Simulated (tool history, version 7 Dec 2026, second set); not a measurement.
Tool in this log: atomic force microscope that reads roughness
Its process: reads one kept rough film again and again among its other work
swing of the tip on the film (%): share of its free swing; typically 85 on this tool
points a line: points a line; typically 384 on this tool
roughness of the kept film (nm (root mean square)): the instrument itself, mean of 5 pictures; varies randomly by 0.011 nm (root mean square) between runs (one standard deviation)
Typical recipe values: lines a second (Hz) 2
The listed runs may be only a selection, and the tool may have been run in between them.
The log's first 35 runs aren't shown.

run    hour  lines a second (Hz)  swing of the tip on the film (%)  points a line  roughness of the kept film (nm (root mean square))
 36  1032.1                 1.39                                63            448                                               2.843
 37  1069.9                 0.61                                77            405                                               2.816
 38  1094.8                 0.61                                77            405                                               2.819
     1101.1  -- new tip fitted
 39  1131.7                 3.38                                70            360                                               2.686
 40  1148.1                 1.14                                63            705                                               2.931
 41  1170.6                    1                                85            384                                               2.748
 42  1199.7                    1                                85            384                                               2.755
 43  1238.9                    1                                85            384                                               2.737
 44  1259.4                    1                                85            384                                               2.727
 45    1298                 2.73                                79            384                                                2.57
 46  1318.6                 0.88                                67            384                                               2.847
     1330.2  -- new tip fitted
 47    1337                 0.88                                67            384                                                2.92

4 options for the next run, each taken on its own from the tool as it stands now. Forecast them:
  A  1360.4                 0.72                                78            384                                                   ?
  B  1360.4                 1.02                                85            494                                                   ?
  C  1360.4                 2.24                                76            693                                                   ?
  D  1360.4                 1.16                                67            829                                                   ?

run  roughness of the kept film (nm (root mean square))
  A                                               2.883
  B                                               2.781
  C                                               2.715
  D                                               2.907
Without the tool's unlogged condition, the same runs would have read:
run  roughness of the kept film (nm (root mean square))
  A                                               2.895
  B                                               2.793
  C                                               2.727
  D                                                2.92

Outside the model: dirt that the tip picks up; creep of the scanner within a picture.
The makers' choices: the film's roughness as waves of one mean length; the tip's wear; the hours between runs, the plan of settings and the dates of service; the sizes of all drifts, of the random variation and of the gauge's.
